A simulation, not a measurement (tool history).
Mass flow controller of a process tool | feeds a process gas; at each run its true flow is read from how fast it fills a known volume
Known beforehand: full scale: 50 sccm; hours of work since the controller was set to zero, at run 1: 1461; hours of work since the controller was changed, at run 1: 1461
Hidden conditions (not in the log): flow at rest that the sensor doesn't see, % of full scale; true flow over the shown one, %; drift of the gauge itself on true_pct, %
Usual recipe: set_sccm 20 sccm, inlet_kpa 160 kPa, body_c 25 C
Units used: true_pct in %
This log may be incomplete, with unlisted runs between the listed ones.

| run | hour | set_sccm | inlet_kpa | body_c | hours of work since the controller was set to zero | hours of work since the controller was changed | true_pct |
|---|---|---|---|---|---|---|---|
| 1 | 0 | 20 | 160 | 25 | 1461 | 1461 | 98.87 |
| 2 | 349.6 | 20 | 160 | 25 | 1697 | 1697 | 98.96 |
| 3 | 562.2 | 12 | 160 | 25 | 1841 | 1841 | 99.15 |
| 4 | 836.7 | 12 | 160 | 35 | 2027 | 2027 | 99.2 |
| 5 | 1107.7 | 12 | 160 | 35 | 2210 | 2210 | 99.23 |
| 6 | 1419.1 | 12 | 160 | 35 | 2420 | 2420 | 99.44 |
| 7 | 1654.2 | 12 | 148 | 35 | 2580 | 2580 | 99.51 |
| 8 | 1853.3 | 20 | 178 | 25 | 2714 | 2714 | 99.63 |
| 9 | 2083.8 | 21 | 160 | 25 | 2870 | 2870 | 99.79 |
| 10 | 2428.2 | 21 | 160 | 25 | 3103 | 3103 | 99.81 |
| 11 | 2682.1 | 21 | 160 | 25 | 3275 | 3275 | 100.12 |
| 12 | 2970.3 | 20 | 275 | 25 | 3470 | 3470 | 100.88 |
| 13 | 3215.9 | 20 | 275 | 25 | 3636 | 3636 | 100.93 |
| 14 | 3462.1 | 20 | 275 | 25 | 3802 | 3802 | 101.11 |
| 15 | 3700.1 | 20 | 191 | 25 | 3963 | 3963 | 100.65 |
| 16 | 4017.4 | 20 | 191 | 25 | 4178 | 4178 | 100.79 |
| 17 | 4393.6 | 20 | 191 | 23 | 4432 | 4432 | 100.9 |
| 18 | 4623.6 | 13 | 146 | 24 | 4588 | 4588 | 101.22 |
|  | 4798.7 | controller's zero set anew |
| 19 | 4890.8 | 13 | 146 | 24 | 62 | 4768 | 98.76 |

Run 20 has not been measured yet. What should we expect?
| 20 | 5157.6 | 13 | 146 | 22 | 243 | 4949 | ? |

Run 20 measured true_pct 99.05 %.
With the hidden condition absent and the run-to-run variation left alone, this run would have shown true_pct 97.64 %.
